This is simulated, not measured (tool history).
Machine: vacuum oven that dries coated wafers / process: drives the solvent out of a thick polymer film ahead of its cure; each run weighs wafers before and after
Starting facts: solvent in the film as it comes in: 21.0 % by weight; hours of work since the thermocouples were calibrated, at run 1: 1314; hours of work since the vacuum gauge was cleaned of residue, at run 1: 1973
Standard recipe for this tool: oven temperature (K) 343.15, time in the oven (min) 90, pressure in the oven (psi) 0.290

| run | day | oven temperature (K) | time in the oven (min) | pressure in the oven (psi) | hours of work since the thermocouples were calibrated | hours of work since the vacuum gauge was cleaned of residue | solvent left in the film (%) |
|---|---|---|---|---|---|---|---|
| 1 | 0.000 | 343.15 | 90 | 0.290 | 1314 | 1973 | 2.08 |
| 2 | 3.196 | 343.15 | 104 | 0.290 | 1357 | 2017 | 1.76 |
| 3 | 6.567 | 343.15 | 90 | 0.290 | 1403 | 2063 | 2.22 |
| 4 | 9.742 | 343.15 | 90 | 0.178 | 1447 | 2107 | 1.90 |
| 5 | 12.312 | 343.15 | 90 | 0.178 | 1482 | 2142 | 1.86 |
| 6 | 14.417 | 343.15 | 90 | 0.178 | 1511 | 2170 | 1.76 |
| 7 | 18.371 | 343.15 | 121 | 0.178 | 1565 | 2225 | 1.14 |
|  | 20.404 | oven's thermocouples calibrated |
| 8 | 20.821 | 343.15 | 121 | 0.178 | 6 | 2257 | 1.44 |
| 9 | 24.850 | 343.15 | 90 | 0.290 | 61 | 2312 | 2.50 |
| 10 | 28.492 | 343.15 | 90 | 0.290 | 111 | 2362 | 2.53 |
| 11 | 31.208 | 343.15 | 90 | 0.181 | 148 | 2399 | 2.20 |
| 12 | 35.875 | 343.15 | 90 | 0.181 | 212 | 2463 | 2.10 |
| 13 | 38.371 | 343.15 | 90 | 0.290 | 246 | 2497 | 2.68 |
| 14 | 41.929 | 343.15 | 64 | 0.290 | 294 | 2546 | 3.94 |
|  | 43.304 | oven's thermocouples calibrated, once more |
|  | 46.354 | vacuum gauge cleaned of residue and calibrated |
| 15 | 46.550 | 343.15 | 64 | 0.290 | 44 | 3 | 2.46 |
| 16 | 50.058 | 343.15 | 64 | 0.290 | 92 | 51 | 2.51 |
| 17 | 53.717 | 343.15 | 64 | 0.290 | 142 | 101 | 2.51 |
| 18 | 56.812 | 343.15 | 64 | 0.290 | 184 | 143 | 2.58 |
| 19 | 61.808 | 343.15 | 72 | 0.290 | 252 | 211 | 2.24 |
| 20 | 66.533 | 343.15 | 72 | 0.290 | 317 | 276 | 2.21 |
| 21 | 70.346 | 343.15 | 72 | 0.290 | 369 | 328 | 2.23 |
| 22 | 72.762 | 336.15 | 90 | 0.290 | 402 | 361 | 3.91 |
| 23 | 76.971 | 336.15 | 90 | 0.290 | 460 | 419 | 4.02 |
| 24 | 79.975 | 336.15 | 90 | 0.290 | 501 | 460 | 3.97 |
| 25 | 83.550 | 331.15 | 90 | 0.357 | 550 | 509 | 6.80 |
| 26 | 85.792 | 331.15 | 90 | 0.357 | 580 | 539 | 6.76 |
| 27 | 89.417 | 357.15 | 86 | 0.363 | 630 | 589 | 0.76 |
| 28 | 93.288 | 357.15 | 86 | 0.363 | 683 | 642 | 0.72 |
| 29 | 96.200 | 339.15 | 97 | 0.205 | 723 | 682 | 2.38 |
| 30 | 100.475 | 333.15 | 47 | 0.290 | 781 | 740 | 9.34 |
| 31 | 104.471 | 333.15 | 47 | 0.290 | 836 | 795 | 9.45 |
| 32 | 107.712 | 333.15 | 47 | 0.332 | 880 | 839 | 9.45 |
| 33 | 110.862 | 333.15 | 47 | 0.332 | 923 | 882 | 9.37 |
| 34 | 114.092 | 343.15 | 89 | 0.268 | 967 | 926 | 1.92 |
| 35 | 117.758 | 343.15 | 89 | 0.268 | 1017 | 977 | 1.89 |
| 36 | 121.354 | 355.15 | 46 | 0.274 | 1067 | 1026 | 1.00 |
| 37 | 124.921 | 349.15 | 100 | 0.290 | 1115 | 1075 | 1.03 |
| 38 | 129.646 | 343.15 | 73 | 0.875 | 1180 | 1139 | 4.53 |
| 39 | 134.112 | 336.15 | 60 | 0.290 | 1241 | 1200 | 6.72 |
| 40 | 138.812 | 336.15 | 109 | 0.290 | 1305 | 1265 | 3.66 |
| 41 | 141.246 | 336.15 | 109 | 0.290 | 1339 | 1298 | 3.71 |
| 42 | 144.792 | 336.15 | 109 | 0.290 | 1387 | 1346 | 3.67 |
| 43 | 147.779 | 331.15 | 71 | 0.290 | 1428 | 1387 | 8.62 |
| 44 | 151.488 | 351.15 | 72 | 0.145 | 1479 | 1438 | 0.86 |
| 45 | 154.021 | 351.15 | 72 | 0.145 | 1513 | 1473 | 0.75 |

For each run, the measured value with the value that run would have given without the tool's hidden condition subtracted. The run-to-run variation is shared by both, the gauge scatter possibly not:
The tool's hidden condition here consists of: true wafer temperature over the reading, C; true pressure over the reading, kPa; drift of the gauge itself on solvent_pct, %.
| run | solvent left in the film (%) |
|---|---|
| 1 | +0.56 |
| 2 | +0.52 |
| 3 | +0.60 |
| 4 | +0.60 |
| 5 | +0.62 |
| 6 | +0.62 |
| 7 | +0.49 |
| 8 | +0.68 |
| 9 | +1.03 |
| 10 | +1.04 |
| 11 | +1.03 |
| 12 | +1.06 |
| 13 | +1.11 |
| 14 | +1.55 |
| 15 | +0.05 |
| 16 | +0.08 |
| 17 | +0.10 |
| 18 | +0.12 |
| 19 | +0.15 |
| 20 | +0.18 |
| 21 | +0.20 |
| 22 | +0.32 |
| 23 | +0.36 |
| 24 | +0.38 |
| 25 | +0.52 |
| 26 | +0.52 |
| 27 | +0.07 |
| 28 | +0.08 |
| 29 | +0.39 |
| 30 | +0.64 |
| 31 | +0.68 |
| 32 | +0.70 |
| 33 | +0.73 |
| 34 | +0.39 |
| 35 | +0.42 |
| 36 | +0.24 |
| 37 | +0.20 |
| 38 | +0.67 |
| 39 | +1.02 |
| 40 | +0.85 |
| 41 | +0.88 |
| 42 | +0.90 |
| 43 | +1.23 |
| 44 | +0.28 |
| 45 | +0.28 |
